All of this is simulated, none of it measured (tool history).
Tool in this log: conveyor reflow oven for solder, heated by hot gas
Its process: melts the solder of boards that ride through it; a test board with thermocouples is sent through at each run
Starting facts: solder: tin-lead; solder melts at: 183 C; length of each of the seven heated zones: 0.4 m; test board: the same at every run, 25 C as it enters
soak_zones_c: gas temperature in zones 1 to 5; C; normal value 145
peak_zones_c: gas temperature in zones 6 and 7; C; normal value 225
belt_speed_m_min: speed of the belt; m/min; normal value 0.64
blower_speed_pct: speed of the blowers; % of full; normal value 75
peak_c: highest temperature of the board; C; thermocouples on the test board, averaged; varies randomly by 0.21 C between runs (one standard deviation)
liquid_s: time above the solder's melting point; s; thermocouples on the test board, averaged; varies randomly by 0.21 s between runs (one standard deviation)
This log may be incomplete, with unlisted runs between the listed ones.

{"run": 1, "day": 0.0, "soak_zones_c": 145, "peak_zones_c": 225, "belt_speed_m_min": 0.64, "blower_speed_pct": 75, "peak_c": 205.8, "liquid_s": 47.4}
{"day": 0.9, "done": "flux residue cleaned out of gas plates and filters"}
{"run": 2, "day": 0.979, "soak_zones_c": 148, "peak_zones_c": 225, "belt_speed_m_min": 0.64, "blower_speed_pct": 75, "peak_c": 205, "liquid_s": 47.6}
{"run": 3, "day": 1.796, "soak_zones_c": 148, "peak_zones_c": 225, "belt_speed_m_min": 0.64, "blower_speed_pct": 75, "peak_c": 205.2, "liquid_s": 47.5}
{"run": 4, "day": 2.65, "soak_zones_c": 145, "peak_zones_c": 225, "belt_speed_m_min": 0.64, "blower_speed_pct": 75, "peak_c": 204.1, "liquid_s": 45.3}
{"run": 5, "day": 3.525, "soak_zones_c": 145, "peak_zones_c": 225, "belt_speed_m_min": 0.64, "blower_speed_pct": 75, "peak_c": 203.8, "liquid_s": 45.3}
{"run": 6, "day": 4.412, "soak_zones_c": 145, "peak_zones_c": 225, "belt_speed_m_min": 0.64, "blower_speed_pct": 87, "peak_c": 206, "liquid_s": 47.7}
{"run": 7, "day": 5.225, "soak_zones_c": 145, "peak_zones_c": 216, "belt_speed_m_min": 0.64, "blower_speed_pct": 75, "peak_c": 197, "liquid_s": 34.9}
{"day": 6.454, "done": "flux residue cleaned out of gas plates and filters, once more"}
{"run": 8, "day": 7.017, "soak_zones_c": 143, "peak_zones_c": 225, "belt_speed_m_min": 0.64, "blower_speed_pct": 75, "peak_c": 207.8, "liquid_s": 49.8}
{"run": 9, "day": 8.446, "soak_zones_c": 143, "peak_zones_c": 225, "belt_speed_m_min": 0.64, "blower_speed_pct": 75, "peak_c": 207.5, "liquid_s": 49.3}
{"run": 10, "day": 10.133, "soak_zones_c": 143, "peak_zones_c": 225, "belt_speed_m_min": 0.64, "blower_speed_pct": 75, "peak_c": 207.2, "liquid_s": 48.8}
{"run": 11, "day": 11.167, "soak_zones_c": 143, "peak_zones_c": 225, "belt_speed_m_min": 0.64, "blower_speed_pct": 75, "peak_c": 206.9, "liquid_s": 48.8}
{"run": 12, "day": 12.362, "soak_zones_c": 145, "peak_zones_c": 225, "belt_speed_m_min": 0.64, "blower_speed_pct": 75, "peak_c": 207, "liquid_s": 49.8}
{"run": 13, "day": 13.283, "soak_zones_c": 135, "peak_zones_c": 225, "belt_speed_m_min": 0.64, "blower_speed_pct": 75, "peak_c": 205.6, "liquid_s": 43.7}
{"run": 14, "day": 14.817, "soak_zones_c": 135, "peak_zones_c": 225, "belt_speed_m_min": 0.64, "blower_speed_pct": 75, "peak_c": 204.9, "liquid_s": 43.5}
{"day": 16.533, "done": "thermocouples of zones 6 and 7 changed"}
{"run": 15, "day": 16.533, "soak_zones_c": 135, "peak_zones_c": 225, "belt_speed_m_min": 0.64, "blower_speed_pct": 75, "peak_c": 206.2, "liquid_s": 44.8}
{"run": 16, "day": 17.575, "soak_zones_c": 135, "peak_zones_c": 219, "belt_speed_m_min": 0.64, "blower_speed_pct": 56, "peak_c": 197.4, "liquid_s": 31.9}
{"run": 17, "day": 18.583, "soak_zones_c": 135, "peak_zones_c": 219, "belt_speed_m_min": 0.64, "blower_speed_pct": 57, "peak_c": 197.2, "liquid_s": 32.5}
{"run": 18, "day": 20.208, "soak_zones_c": 135, "peak_zones_c": 226, "belt_speed_m_min": 0.64, "blower_speed_pct": 76, "peak_c": 207.2, "liquid_s": 45.5}
{"run": 19, "day": 21.946, "soak_zones_c": 135, "peak_zones_c": 226, "belt_speed_m_min": 0.64, "blower_speed_pct": 76, "peak_c": 206.5, "liquid_s": 45.5}
{"run": 20, "day": 22.862, "soak_zones_c": 142, "peak_zones_c": 217, "belt_speed_m_min": 0.64, "blower_speed_pct": 69, "peak_c": 199.7, "liquid_s": 39}
{"run": 21, "day": 24.033, "soak_zones_c": 146, "peak_zones_c": 231, "belt_speed_m_min": 0.63, "blower_speed_pct": 80, "peak_c": 214, "liquid_s": 57.3}
{"run": 22, "day": 25.625, "soak_zones_c": 146, "peak_zones_c": 231, "belt_speed_m_min": 0.63, "blower_speed_pct": 80, "peak_c": 214.1, "liquid_s": 57.3}
{"run": 23, "day": 26.717, "soak_zones_c": 146, "peak_zones_c": 231, "belt_speed_m_min": 0.661, "blower_speed_pct": 81, "peak_c": 212, "liquid_s": 53.3}
{"day": 27.925, "done": "flux residue cleaned out of gas plates and filters"}
{"run": 24, "day": 28.346, "soak_zones_c": 155, "peak_zones_c": 238, "belt_speed_m_min": 0.661, "blower_speed_pct": 60, "peak_c": 217.5, "liquid_s": 60.8}
{"run": 25, "day": 29.733, "soak_zones_c": 156, "peak_zones_c": 234, "belt_speed_m_min": 0.573, "blower_speed_pct": 60, "peak_c": 218.9, "liquid_s": 72.4}
{"run": 26, "day": 31.138, "soak_zones_c": 145, "peak_zones_c": 236, "belt_speed_m_min": 0.64, "blower_speed_pct": 75, "peak_c": 218, "liquid_s": 59.3}
{"run": 27, "day": 32.492, "soak_zones_c": 145, "peak_zones_c": 225, "belt_speed_m_min": 0.583, "blower_speed_pct": 75, "peak_c": 211.3, "liquid_s": 60.4}
{"run": 28, "day": 33.75, "soak_zones_c": 135, "peak_zones_c": 233, "belt_speed_m_min": 0.599, "blower_speed_pct": 67, "peak_c": 213.2, "liquid_s": 55.7}
{"run": 29, "day": 34.667, "soak_zones_c": 142, "peak_zones_c": 232, "belt_speed_m_min": 0.542, "blower_speed_pct": 62, "peak_c": 215.8, "liquid_s": 67.8}
{"run": 30, "day": 35.692, "soak_zones_c": 145, "peak_zones_c": 232, "belt_speed_m_min": 0.64, "blower_speed_pct": 58, "peak_c": 210.4, "liquid_s": 52}

Selected run-to-run steps in peak_c, each split into two signed amounts: the part the tool would show with no hidden state at all (from settings, incoming material and random variation), and the remainder, which goes to the hidden state together with any gauge scatter not common to the measured and the hidden-state-free results:
Hidden conditions of the tool in this case: heat that the gas passes to the board, % of a clean oven's; belt's true speed, % of the reading; true gas temperature in zones 6 and 7 over the reading, C; drift of the gauge itself on peak_c, C; drift of the gauge itself on liquid_s, %.
Run 7 -> 8: soak_zones_c 145 -> 143, peak_zones_c 216 -> 225, flux residue cleaned out of gas plates and filters, once more. peak_c +10.8 C: hidden state +3.5, all else +7.3.
Run 14 -> 15: thermocouples of zones 6 and 7 changed. peak_c +1.3 C: hidden state +1.7, all else -0.4.
Run 17 -> 18: peak_zones_c 219 -> 226, blower_speed_pct 57 -> 76. peak_c +10 C: hidden state -0.3, all else +10.3.
Run 20 -> 21: soak_zones_c 142 -> 146, peak_zones_c 217 -> 231, belt_speed_m_min 0.64 -> 0.63, blower_speed_pct 69 -> 80. peak_c +14.3 C: hidden state -0.3, all else +14.6.
Run 23 -> 24: soak_zones_c 146 -> 155, peak_zones_c 231 -> 238, blower_speed_pct 81 -> 60, flux residue cleaned out of gas plates and filters. peak_c +5.5 C: hidden state +2.1, all else +3.4.
